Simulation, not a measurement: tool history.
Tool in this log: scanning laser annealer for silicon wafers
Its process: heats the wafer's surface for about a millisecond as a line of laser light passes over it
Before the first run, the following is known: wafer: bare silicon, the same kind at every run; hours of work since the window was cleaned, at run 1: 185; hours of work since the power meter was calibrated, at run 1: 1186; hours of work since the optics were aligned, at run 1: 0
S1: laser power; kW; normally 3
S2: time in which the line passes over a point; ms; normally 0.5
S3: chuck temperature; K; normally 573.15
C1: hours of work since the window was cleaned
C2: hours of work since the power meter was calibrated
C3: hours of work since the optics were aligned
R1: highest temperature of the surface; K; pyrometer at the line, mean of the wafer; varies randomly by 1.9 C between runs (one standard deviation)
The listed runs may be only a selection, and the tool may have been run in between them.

run   hour     S1     S2      S3   C1    C2   C3       R1
  1      0      3    0.5  573.15  185  1186    0  1338.15
  2   60.4      3    0.5  594.15  214  1215   29  1359.15
  3  113.2      3    0.5  594.15  239  1241   55  1357.15
  4  197.6      3  0.429  573.15  280  1282   96  1273.15
  5  288.1      3    0.5  573.15  324  1326  140  1332.15
  6  340.9      3    0.5  573.15  350  1351  165  1327.15
  7  414.4  3.051  0.376  573.15  386  1387  201  1232.15
  8  485.6  2.884    0.5  539.15  420  1421  236  1249.15
  9  556.4  3.162  0.444  573.15  454  1456  270  1321.15
 10  632.5  3.233   0.56  555.15  491  1493  307  1419.15
 11  708.5  3.233   0.56  555.15  528  1529  344  1416.15
 12  770.7  2.691   0.56  613.15  558  1560  374  1285.15

Below are 3 alternative next runs, each starting from the tool's condition after run 12. Predict each:
  A  842.7  3.119  0.351  609.15  593  1595  409   ?
  B  842.7  2.635   0.56  613.15  593  1595  409   ?
  C  842.7      3    0.5  581.15  593  1595  409   ?

run       R1
  A  1254.15
  B  1267.15
  C  1313.15
Without the tool's hidden state the same runs would have given:
run       R1
  A  1302.15
  B  1317.15
  C  1369.15

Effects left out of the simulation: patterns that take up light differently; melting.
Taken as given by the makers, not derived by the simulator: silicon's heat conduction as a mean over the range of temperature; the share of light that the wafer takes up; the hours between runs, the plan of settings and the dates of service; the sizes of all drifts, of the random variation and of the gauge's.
